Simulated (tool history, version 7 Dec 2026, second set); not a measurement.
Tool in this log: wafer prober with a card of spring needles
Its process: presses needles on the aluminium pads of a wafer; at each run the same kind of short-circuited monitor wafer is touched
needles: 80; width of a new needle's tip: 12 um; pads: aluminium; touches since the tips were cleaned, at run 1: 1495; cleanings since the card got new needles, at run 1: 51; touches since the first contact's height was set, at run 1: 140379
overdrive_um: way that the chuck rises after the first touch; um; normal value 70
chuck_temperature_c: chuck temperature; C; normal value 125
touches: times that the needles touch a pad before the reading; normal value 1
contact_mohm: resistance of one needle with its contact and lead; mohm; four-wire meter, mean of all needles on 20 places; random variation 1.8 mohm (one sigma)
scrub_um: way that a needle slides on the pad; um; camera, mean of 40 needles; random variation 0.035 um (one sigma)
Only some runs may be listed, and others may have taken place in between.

run	hour	overdrive_um	chuck_temperature_c	touches	touches since the tips were cleaned	cleanings since the card got new needles	touches since the first contact's height was set	contact_mohm	scrub_um
1	0.0	70	125	1	1495	51	140379	236	15.56
# hour 5.7: height of the first contact set anew
# hour 8.7: tips cleaned on abrasive film
2	16.8	70	125	2	1168	52	1580	214	16.26
# hour 25.8: tips cleaned on abrasive film
# hour 43.6: tips cleaned on abrasive film
3	44.5	83	125	1	129	54	5513	200	19.34
# hour 60.6: tips cleaned on abrasive film
# hour 79.9: tips cleaned on abrasive film
4	84.7	70	125	1	690	56	11249	215	16.17
# hour 97.2: tips cleaned on abrasive film
5	111.3	70	125	1	2017	57	15041	241	16.21
# hour 115.2: tips cleaned on abrasive film
# hour 131.4: tips cleaned on abrasive film
6	131.4	70	125	1	0	59	17892	197	16.13
# hour 149.0: tips cleaned on abrasive film
# hour 166.3: tips cleaned on abrasive film
7	169.0	70	125	1	384	61	23237	210	16.15
# hour 184.1: tips cleaned on abrasive film
8	195.1	76	82	1	1567	62	26960	223	17.42
# hour 201.5: tips cleaned on abrasive film
# hour 218.4: tips cleaned on abrasive film
9	220.9	76	82	1	347	64	30625	198	17.45
# hour 237.5: tips cleaned on abrasive film
10	249.8	76	82	1	1756	65	34751	222	17.38
# hour 254.5: tips cleaned on abrasive film
# hour 270.7: tips cleaned on abrasive film
# hour 286.7: tips cleaned on abrasive film
11	287.5	90	82	1	111	68	40109	183	20.67
# hour 302.9: tips cleaned on abrasive film
# hour 320.6: tips cleaned on abrasive film
12	321.5	62	82	2	120	70	44945	193	14.15
# hour 339.8: tips cleaned on abrasive film
# hour 356.4: tips cleaned on abrasive film
13	356.9	75	87	2	71	72	49995	186	17.15
# hour 372.9: tips cleaned on abrasive film
14	384.1	75	87	2	1598	73	53872	207	17.06

Here are 4 independent what-if runs from the current tool condition. What would each one return?
# hour 389.7: tips cleaned on abrasive film
# hour 405.7: tips cleaned on abrasive film
A	412.0	71	35	1	895	75	57835	?	?
# hour 389.7: tips cleaned on abrasive film
# hour 405.7: tips cleaned on abrasive film
B	412.0	70	89	2	895	75	57835	?	?
# hour 389.7: tips cleaned on abrasive film
# hour 405.7: tips cleaned on abrasive film
C	412.0	83	32	2	895	75	57835	?	?
# hour 389.7: tips cleaned on abrasive film
# hour 405.7: tips cleaned on abrasive film
D	412.0	70	36	1	895	75	57835	?	?

run	contact_mohm	scrub_um
A	208	16.12
B	204	15.93
C	188	18.92
D	211	15.95
Without the tool's hidden state the same runs would have given:
run	contact_mohm	scrub_um
A	174	16.47
B	184	16.28
C	172	19.27
D	176	16.30
